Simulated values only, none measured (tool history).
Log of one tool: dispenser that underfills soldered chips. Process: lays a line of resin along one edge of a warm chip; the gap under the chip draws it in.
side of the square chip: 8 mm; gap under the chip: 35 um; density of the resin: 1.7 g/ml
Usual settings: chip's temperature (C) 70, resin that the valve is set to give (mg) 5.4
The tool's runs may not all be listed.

| run | hour | chip's temperature (C) | resin that the valve is set to give (mg) | time until the resin shows at the far edge (s) | resin that the valve gave (mg) |
|---|---|---|---|---|---|
| 1 | 0 | 70 | 5.4 | 69.1 | 5.32 |
| 2 | 10 | 70 | 5.4 | 68.8 | 5.34 |
| 3 | 15.9 | 70 | 5.4 | 57.5 | 5.31 |
| 4 | 25.8 | 70 | 5.4 | 58.1 | 5.28 |
| 5 | 32.8 | 64 | 5.4 | 62.8 | 5.28 |
| 6 | 37 | 64 | 5.4 | 74.4 | 5.33 |
| 7 | 43.9 | 64 | 5.4 | 64.8 | 5.24 |
| 8 | 53.5 | 70 | 5.4 | 50 | 5.24 |
| 9 | 61.4 | 64 | 5.4 | 86 | 5.17 |
| 10 | 67.7 | 70 | 5.73 | 58 | 5.55 |
| 11 | 77.4 | 70 | 5.73 | 56.1 | 5.47 |
| 12 | 85.4 | 70 | 5.49 | 51.6 | 5.17 |
| 13 | 91.6 | 70 | 4.98 | 66.8 | 4.76 |
| 14 | 98.6 | 70 | 4.98 | 60 | 4.73 |
| 15 | 102.9 | 70 | 6.22 | 67 | 5.97 |
| 16 | 113.4 | 56 | 6.22 | 115.9 | 5.75 |
| 17 | 124.1 | 56 | 6.22 | 122.4 | 5.85 |
| 18 | 131.2 | 66 | 5.96 | 69.5 | 5.63 |
| 19 | 138.3 | 69 | 6.17 | 52.6 | 5.8 |
| 20 | 145.9 | 66 | 6.17 | 78.8 | 6.15 |
| 21 | 155.2 | 66 | 6.17 | 74.7 | 6.08 |
| 22 | 163 | 78 | 5.57 | 43.7 | 5.56 |
| 23 | 172.8 | 57 | 6.44 | 94.9 | 6.4 |
| 24 | 182.4 | 56 | 5.25 | 95.3 | 5.2 |
| 25 | 186.9 | 59 | 6.96 | 99.5 | 6.82 |
| 26 | 192 | 83 | 5.49 | 33.9 | 5.43 |
| 27 | 200.9 | 83 | 5.49 | 32 | 5.45 |
| 28 | 207.4 | 65 | 6.05 | 80.9 | 5.89 |
| 29 | 215.7 | 78 | 5.36 | 46.3 | 5.17 |
| 30 | 223 | 77 | 5.36 | 43.1 | 5.28 |
| 31 | 230.7 | 78 | 5.36 | 56.5 | 5.11 |
| 32 | 237.3 | 60 | 5.4 | 91.2 | 5.26 |
| 33 | 242.6 | 76 | 6.47 | 40.8 | 6.21 |
| 34 | 249.1 | 74 | 5.05 | 58.7 | 4.86 |

Not shown: 25 entries that the log had between the listed runs. Between which runs, and how does the tool's hidden state differ before and after?
Between runs 1 and 2: new syringe of resin (hour 1.9)
  resin's viscosity, % of fresh resin's: 137.6 -> 137.5; dose that the valve gives, % of what is set: 99.13 -> 98.68; true chip temperature over the reading, C: -0.52 -> -0.56
  measured less the result without the state, time until the resin shows at the far edge (s): +19.8 -> +19.9; resin that the valve gave (mg): -0.05 -> -0.07
Between runs 2 and 3: new syringe of resin (hour 12.2)
  resin's viscosity, % of fresh resin's: 137.5 -> 113.2; dose that the valve gives, % of what is set: 98.68 -> 98.42; true chip temperature over the reading, C: -0.56 -> -0.58
  measured less the result without the state, time until the resin shows at the far edge (s): +19.9 -> +8; resin that the valve gave (mg): -0.07 -> -0.08
Between runs 3 and 4: new syringe of resin (hour 22.4)
  resin's viscosity, % of fresh resin's: 113.2 -> 115.4; dose that the valve gives, % of what is set: 98.42 -> 98.01; true chip temperature over the reading, C: -0.58 -> -0.63
  measured less the result without the state, time until the resin shows at the far edge (s): +8 -> +9; resin that the valve gave (mg): -0.08 -> -0.11
Between runs 4 and 5: new syringe of resin (hour 32.7)
  resin's viscosity, % of fresh resin's: 115.4 -> 100.3; dose that the valve gives, % of what is set: 98.01 -> 97.73; true chip temperature over the reading, C: -0.63 -> -0.66
  measured less the result without the state, time until the resin shows at the far edge (s): +9 -> +2.1; resin that the valve gave (mg): -0.11 -> -0.12
Between runs 6 and 7: new syringe of resin (hour 43.2)
  resin's viscosity, % of fresh resin's: 118.5 -> 102.2; dose that the valve gives, % of what is set: 97.55 -> 97.25; true chip temperature over the reading, C: -0.67 -> -0.7
  measured less the result without the state, time until the resin shows at the far edge (s): +13.6 -> +3.5; resin that the valve gave (mg): -0.13 -> -0.15
Between runs 7 and 8: new syringe of resin (hour 53.3)
  resin's viscosity, % of fresh resin's: 102.2 -> 99.5; dose that the valve gives, % of what is set: 97.25 -> 96.88; true chip temperature over the reading, C: -0.7 -> -0.74
  measured less the result without the state, time until the resin shows at the far edge (s): +3.5 -> +1.5; resin that the valve gave (mg): -0.15 -> -0.17
Between runs 9 and 10: new syringe of resin (hour 64)
  resin's viscosity, % of fresh resin's: 136.1 -> 116.3; dose that the valve gives, % of what is set: 96.54 -> 96.26; true chip temperature over the reading, C: -0.77 -> -0.8
  measured less the result without the state, time until the resin shows at the far edge (s): +25.1 -> +9.9; resin that the valve gave (mg): -0.19 -> -0.21
Between runs 10 and 11: new syringe of resin (hour 74.4)
  resin's viscosity, % of fresh resin's: 116.3 -> 111.1; dose that the valve gives, % of what is set: 96.26 -> 95.86; true chip temperature over the reading, C: -0.8 -> -0.84
  measured less the result without the state, time until the resin shows at the far edge (s): +9.9 -> +7.4; resin that the valve gave (mg): -0.21 -> -0.24
Between runs 11 and 12: new syringe of resin (hour 84.8)
  resin's viscosity, % of fresh resin's: 111.1 -> 101.8; dose that the valve gives, % of what is set: 95.86 -> 95.56; true chip temperature over the reading, C: -0.84 -> -0.87
  measured less the result without the state, time until the resin shows at the far edge (s): +7.4 -> +3; resin that the valve gave (mg): -0.24 -> -0.25
Between runs 13 and 14: new syringe of resin (hour 95.2)
  resin's viscosity, % of fresh resin's: 130 -> 114.6; dose that the valve gives, % of what is set: 95.27 -> 94.98; true chip temperature over the reading, C: -0.9 -> -0.93
  measured less the result without the state, time until the resin shows at the far edge (s): +17.8 -> +10.3; resin that the valve gave (mg): -0.23 -> -0.25
Between runs 15 and 16: new syringe of resin (hour 105.6)
  resin's viscosity, % of fresh resin's: 136.2 -> 135.6; dose that the valve gives, % of what is set: 94.8 -> 94.34; true chip temperature over the reading, C: -0.95 -> -0.99
  measured less the result without the state, time until the resin shows at the far edge (s): +19.8 -> +34.4; resin that the valve gave (mg): -0.33 -> -0.35
Between runs 16 and 17: new syringe of resin (hour 115.8)
  resin's viscosity, % of fresh resin's: 135.6 -> 140.6; dose that the valve gives, % of what is set: 94.34 -> 93.89; true chip temperature over the reading, C: -0.99 -> -1.03
  measured less the result without the state, time until the resin shows at the far edge (s): +34.4 -> +39.4; resin that the valve gave (mg): -0.35 -> -0.38
Between runs 17 and 18: new syringe of resin (hour 126.6)
  resin's viscosity, % of fresh resin's: 140.6 -> 119.9; dose that the valve gives, % of what is set: 93.89 -> 93.6; true chip temperature over the reading, C: -1.03 -> -1.06
  measured less the result without the state, time until the resin shows at the far edge (s): +39.4 -> +14.4; resin that the valve gave (mg): -0.38 -> -0.38
Between runs 18 and 19: new syringe of resin (hour 137.1)
  resin's viscosity, % of fresh resin's: 119.9 -> 103.3; dose that the valve gives, % of what is set: 93.6 -> 93.32; true chip temperature over the reading, C: -1.06 -> -1.09
  measured less the result without the state, time until the resin shows at the far edge (s): +14.4 -> +4.2; resin that the valve gave (mg): -0.38 -> -0.41
Between runs 19 and 20: dispensing valve cleaned and set on the balance (hour 145.1)
  resin's viscosity, % of fresh resin's: 103.3 -> 134.1; dose that the valve gives, % of what is set: 93.32 -> 100.02; true chip temperature over the reading, C: -1.09 -> -1.12
  measured less the result without the state, time until the resin shows at the far edge (s): +4.2 -> +22.4; resin that the valve gave (mg): -0.41 -> +0.01
Between runs 20 and 21: new syringe of resin (hour 148.8)
  resin's viscosity, % of fresh resin's: 134.1 -> 129.7; dose that the valve gives, % of what is set: 100.02 -> 99.6; true chip temperature over the reading, C: -1.12 -> -1.15
  measured less the result without the state, time until the resin shows at the far edge (s): +22.4 -> +19.6; resin that the valve gave (mg): +0.01 -> -0.03
Between runs 21 and 22: new syringe of resin (hour 159.2)
  resin's viscosity, % of fresh resin's: 129.7 -> 116.8; dose that the valve gives, % of what is set: 99.6 -> 99.27; true chip temperature over the reading, C: -1.15 -> -1.19
  measured less the result without the state, time until the resin shows at the far edge (s): +19.6 -> +7.9; resin that the valve gave (mg): -0.03 -> -0.04
Between runs 22 and 23: new syringe of resin (hour 169.3)
  resin's viscosity, % of fresh resin's: 116.8 -> 115.6; dose that the valve gives, % of what is set: 99.27 -> 98.88; true chip temperature over the reading, C: -1.19 -> -1.23
  measured less the result without the state, time until the resin shows at the far edge (s): +7.9 -> +16.8; resin that the valve gave (mg): -0.04 -> -0.07
Between runs 23 and 24: new syringe of resin (hour 180)
  resin's viscosity, % of fresh resin's: 115.6 -> 108.9; dose that the valve gives, % of what is set: 98.88 -> 98.47; true chip temperature over the reading, C: -1.23 -> -1.27
  measured less the result without the state, time until the resin shows at the far edge (s): +16.8 -> +12.6; resin that the valve gave (mg): -0.07 -> -0.08
Between runs 25 and 26: new syringe of resin (hour 190.3)
  resin's viscosity, % of fresh resin's: 130.3 -> 107.2; dose that the valve gives, % of what is set: 98.29 -> 98.07; true chip temperature over the reading, C: -1.29 -> -1.31
  measured less the result without the state, time until the resin shows at the far edge (s): +27 -> +3.8; resin that the valve gave (mg): -0.12 -> -0.1
Between runs 26 and 27: new syringe of resin (hour 200.6)
  resin's viscosity, % of fresh resin's: 107.2 -> 101.3; dose that the valve gives, % of what is set: 98.07 -> 97.7; true chip temperature over the reading, C: -1.31 -> -1.35
  measured less the result without the state, time until the resin shows at the far edge (s): +3.8 -> +2; resin that the valve gave (mg): -0.1 -> -0.13
Between runs 28 and 29: new syringe of resin (hour 210.9)
  resin's viscosity, % of fresh resin's: 130.8 -> 120.3; dose that the valve gives, % of what is set: 97.44 -> 97.09; true chip temperature over the reading, C: -1.37 -> -1.4
  measured less the result without the state, time until the resin shows at the far edge (s): +22.5 -> +9.9; resin that the valve gave (mg): -0.15 -> -0.16
Between runs 29 and 30: new syringe of resin (hour 221.1)
  resin's viscosity, % of fresh resin's: 120.3 -> 107.6; dose that the valve gives, % of what is set: 97.09 -> 96.76; true chip temperature over the reading, C: -1.4 -> -1.43
  measured less the result without the state, time until the resin shows at the far edge (s): +9.9 -> +5.3; resin that the valve gave (mg): -0.16 -> -0.17
Between runs 31 and 32: new syringe of resin (hour 231.8)
  resin's viscosity, % of fresh resin's: 146 -> 121.7; dose that the valve gives, % of what is set: 96.43 -> 96.19; true chip temperature over the reading, C: -1.46 -> -1.49
  measured less the result without the state, time until the resin shows at the far edge (s): +20.1 -> +21.1; resin that the valve gave (mg): -0.19 -> -0.2
Between runs 32 and 33: new syringe of resin (hour 242.3)
  resin's viscosity, % of fresh resin's: 121.7 -> 99.4; dose that the valve gives, % of what is set: 96.19 -> 95.95; true chip temperature over the reading, C: -1.49 -> -1.51
  measured less the result without the state, time until the resin shows at the far edge (s): +21.1 -> +2; resin that the valve gave (mg): -0.2 -> -0.26
